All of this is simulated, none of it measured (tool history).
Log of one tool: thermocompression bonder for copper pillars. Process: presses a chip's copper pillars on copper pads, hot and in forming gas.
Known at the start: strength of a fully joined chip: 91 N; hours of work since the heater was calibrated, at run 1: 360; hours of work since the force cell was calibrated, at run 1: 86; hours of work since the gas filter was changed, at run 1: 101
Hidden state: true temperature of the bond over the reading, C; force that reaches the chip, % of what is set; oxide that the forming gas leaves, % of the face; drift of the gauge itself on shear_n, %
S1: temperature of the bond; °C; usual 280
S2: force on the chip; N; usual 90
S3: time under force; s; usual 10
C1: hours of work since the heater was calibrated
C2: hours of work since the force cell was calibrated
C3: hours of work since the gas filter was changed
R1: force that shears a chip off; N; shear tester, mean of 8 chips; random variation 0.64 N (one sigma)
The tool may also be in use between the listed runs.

run 1 hour=0.0 | S1=280 S2=90 S3=10 | C1=360 C2=86 C3=101 | R1=35.0
run 2 hour=11.2 | S1=280 S2=90 S3=10 | C1=367 C2=93 C3=109 | R1=33.9
run 3 hour=23.6 | S1=290 S2=90 S3=10 | C1=376 C2=101 C3=117 | R1=40.7
run 4 hour=41.5 | S1=290 S2=90 S3=10 | C1=387 C2=113 C3=129 | R1=40.1
run 5 hour=50.7 | S1=290 S2=90 S3=10 | C1=394 C2=119 C3=135 | R1=39.3
run 6 hour=65.4 | S1=280 S2=90 S3=10 | C1=403 C2=129 C3=145 | R1=35.8
run 7 hour=82.4 | S1=268 S2=90 S3=10 | C1=415 C2=141 C3=156 | R1=27.2
run 8 hour=91.0 | S1=268 S2=90 S3=10 | C1=421 C2=146 C3=162 | R1=27.2
-- hour=94.4 heater calibrated with a thermocouple chip
run 9 hour=101.7 | S1=268 S2=90 S3=10 | C1=5 C2=152 C3=168 | R1=24.6
run 10 hour=110.3 | S1=280 S2=90 S3=12 | C1=11 C2=158 C3=174 | R1=33.7
run 11 hour=118.5 | S1=280 S2=104 S3=10 | C1=16 C2=163 C3=179 | R1=36.6
run 12 hour=128.6 | S1=280 S2=86 S3=10 | C1=23 C2=170 C3=186 | R1=29.6
-- hour=135.1 heater calibrated with a thermocouple chip, once more
run 13 hour=144.5 | S1=280 S2=86 S3=10 | C1=6 C2=179 C3=195 | R1=36.6
run 14 hour=162.2 | S1=280 S2=86 S3=10 | C1=18 C2=191 C3=207 | R1=35.9
run 15 hour=170.4 | S1=280 S2=86 S3=10 | C1=24 C2=197 C3=212 | R1=36.4
run 16 hour=178.0 | S1=280 S2=86 S3=10 | C1=29 C2=202 C3=218 | R1=35.5
run 17 hour=195.4 | S1=280 S2=86 S3=10 | C1=40 C2=213 C3=229 | R1=35.9
run 18 hour=212.0 | S1=267 S2=90 S3=7 | C1=51 C2=224 C3=240 | R1=26.1
run 19 hour=227.5 | S1=267 S2=90 S3=7 | C1=62 C2=235 C3=251 | R1=25.8
run 20 hour=241.0 | S1=267 S2=133 S3=7 | C1=71 C2=244 C3=260 | R1=37.0
run 21 hour=251.1 | S1=267 S2=133 S3=7 | C1=77 C2=250 C3=266 | R1=36.8
run 22 hour=260.3 | S1=293 S2=90 S3=9 | C1=83 C2=257 C3=272 | R1=43.1
run 23 hour=274.1 | S1=293 S2=90 S3=10 | C1=93 C2=266 C3=282 | R1=43.4
run 24 hour=286.2 | S1=293 S2=90 S3=10 | C1=101 C2=274 C3=290 | R1=43.9
run 25 hour=293.6 | S1=280 S2=90 S3=16 | C1=106 C2=279 C3=295 | R1=43.1
run 26 hour=304.0 | S1=280 S2=90 S3=11 | C1=113 C2=286 C3=302 | R1=37.0

3 ways to go on from here, each from the tool as it stands after run 26. What would each give?
run A hour=320.7 | S1=280 S2=84 S3=11 | C1=124 C2=297 C3=313 | R1=?
run B hour=320.7 | S1=280 S2=90 S3=25 | C1=124 C2=297 C3=313 | R1=?
run C hour=320.7 | S1=274 S2=64 S3=9 | C1=124 C2=297 C3=313 | R1=?

run=A R1=34.0
run=B R1=48.4
run=C R1=22.4
Without the tool's hidden state the same runs would have given:
run=A R1=38.8
run=B R1=55.0
run=C R1=25.6

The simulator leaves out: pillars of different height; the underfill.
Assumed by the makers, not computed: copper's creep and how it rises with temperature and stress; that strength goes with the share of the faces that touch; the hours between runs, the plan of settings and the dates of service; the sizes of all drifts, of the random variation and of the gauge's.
